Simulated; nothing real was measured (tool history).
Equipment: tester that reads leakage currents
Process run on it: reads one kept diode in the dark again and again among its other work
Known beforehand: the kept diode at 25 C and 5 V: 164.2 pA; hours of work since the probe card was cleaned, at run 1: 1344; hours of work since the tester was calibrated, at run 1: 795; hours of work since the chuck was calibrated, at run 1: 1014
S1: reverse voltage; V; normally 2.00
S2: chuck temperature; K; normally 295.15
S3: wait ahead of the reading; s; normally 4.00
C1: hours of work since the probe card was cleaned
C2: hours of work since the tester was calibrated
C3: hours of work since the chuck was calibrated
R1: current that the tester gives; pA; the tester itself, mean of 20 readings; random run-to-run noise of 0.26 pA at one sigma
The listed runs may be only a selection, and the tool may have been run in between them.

Run 1, hour 0.0: usual settings; C1 1344; C2 795; C3 1014. Result: R1 83.48 pA.
Run 2, hour 30.5: usual settings but S2 309.15 K; C1 1362; C2 813; C3 1032. Result: R1 306.93 pA.
Run 3, hour 57.9: usual settings but S2 309.15 K; C1 1377; C2 828; C3 1047. Result: R1 305.77 pA.
Run 4, hour 88.3: usual settings but S2 309.15 K; C1 1395; C2 846; C3 1065. Result: R1 306.03 pA.
Run 5, hour 103.3: usual settings but S2 309.15 K; C1 1403; C2 854; C3 1073. Result: R1 306.53 pA.
Run 6, hour 135.6: usual settings but S2 309.15 K; C1 1422; C2 873; C3 1092. Result: R1 306.59 pA.
Run 7, hour 170.0: usual settings but S2 293.15 K; C1 1441; C2 892; C3 1111. Result: R1 69.03 pA.
Run 8, hour 185.3: usual settings; C1 1450; C2 901; C3 1120. Result: R1 83.83 pA.
Run 9, hour 215.4: usual settings; C1 1467; C2 918; C3 1137. Result: R1 83.74 pA.
Run 10, hour 242.0: usual settings; C1 1482; C2 933; C3 1152. Result: R1 83.52 pA.
Run 11, hour 269.3: usual settings but S3 2.54 s; C1 1498; C2 949; C3 1168. Result: R1 83.72 pA.
Run 12, hour 298.6: usual settings but S1 7.04 V, S3 2.54 s; C1 1515; C2 966; C3 1185. Result: R1 143.74 pA.
Run 13, hour 316.4: usual settings but S1 7.04 V, S2 306.15 K, S3 2.54 s; C1 1525; C2 976; C3 1195. Result: R1 399.28 pA.
Run 14, hour 347.3: usual settings but S1 7.04 V, S2 306.15 K, S3 2.54 s; C1 1543; C2 994; C3 1212. Result: R1 400.54 pA.
Run 15, hour 383.0: usual settings but S1 7.04 V, S2 306.15 K, S3 2.54 s; C1 1563; C2 1014; C3 1233. Result: R1 400.80 pA.
Run 16, hour 403.2: usual settings but S1 7.04 V, S2 306.15 K, S3 2.54 s; C1 1574; C2 1025; C3 1244. Result: R1 398.65 pA.
Run 17, hour 433.0: usual settings but S1 6.86 V, S3 0.48 s; C1 1591; C2 1042; C3 1261. Result: R1 145.80 pA.
Run 18, hour 451.9: usual settings but S1 6.86 V, S3 0.48 s; C1 1602; C2 1053; C3 1272. Result: R1 146.31 pA.
Run 19, hour 474.6: usual settings but S1 3.68 V, S2 329.15 K, S3 0.64 s; C1 1615; C2 1066; C3 1285. Result: R1 2108.74 pA.
Run 20, hour 496.6: usual settings but S3 6.75 s; C1 1628; C2 1079; C3 1298. Result: R1 83.84 pA.
Run 21, hour 524.6: usual settings but S1 1.95 V, S2 297.15 K, S3 1.79 s; C1 1644; C2 1095; C3 1314. Result: R1 100.79 pA.
Run 22, hour 550.8: usual settings but S1 13.50 V, S2 304.15 K, S3 0.83 s; C1 1659; C2 1110; C3 1328. Result: R1 444.03 pA.
At hour 579.0: probe card cleaned and baked.
Run 23, hour 584.2: usual settings but S1 13.50 V, S2 304.15 K, S3 0.83 s; C1 3; C2 1127; C3 1346. Result: R1 444.16 pA.
Run 24, hour 611.1: usual settings but S1 13.50 V, S2 304.15 K, S3 0.83 s; C1 18; C2 1142; C3 1361. Result: R1 444.60 pA.
Run 25, hour 631.0: usual settings but S1 6.98 V, S2 329.15 K, S3 0.53 s; C1 30; C2 1154; C3 1373. Result: R1 2767.33 pA.
Run 26, hour 660.8: usual settings but S1 1.89 V, S2 331.15 K, S3 7.23 s; C1 47; C2 1171; C3 1390. Result: R1 1846.24 pA.
Run 27, hour 693.3: usual settings but S1 7.92 V, S2 313.15 K, S3 0.50 s; C1 65; C2 1189; C3 1408. Result: R1 782.96 pA.
Run 28, hour 726.3: usual settings but S1 13.54 V, S2 308.15 K, S3 0.56 s; C1 84; C2 1208; C3 1427. Result: R1 636.75 pA.
Run 29, hour 751.4: usual settings but S1 2.09 V, S3 0.36 s; C1 98; C2 1222; C3 1441. Result: R1 87.08 pA.
Run 30, hour 782.9: usual settings but S1 4.10 V, S2 308.15 K, S3 1.49 s; C1 116; C2 1240; C3 1459. Result: R1 380.65 pA.

What if the next run were any one of these 4? Each begins from the tool's condition after run 30:
Run A, hour 816.0: usual settings but S1 1.38 V, S2 300.15 K, S3 0.70 s; C1 135; C2 1259; C3 1478. Result: R1 ?.
Run B, hour 816.0: usual settings but S2 312.15 K, S3 1.95 s; C1 135; C2 1259; C3 1478. Result: R1 ?.
Run C, hour 816.0: usual settings but S1 1.35 V, S2 313.15 K, S3 9.93 s; C1 135; C2 1259; C3 1478. Result: R1 ?.
Run D, hour 816.0: usual settings but S1 13.24 V, S3 5.69 s; C1 135; C2 1259; C3 1478. Result: R1 ?.

run      R1
  A  115.90
  B  397.53
  C  367.41
  D  187.00
Take away the tool's hidden state, keep each run's random variation, and the runs would have read:
run      R1
  A  115.79
  B  397.17
  C  367.08
  D  186.80
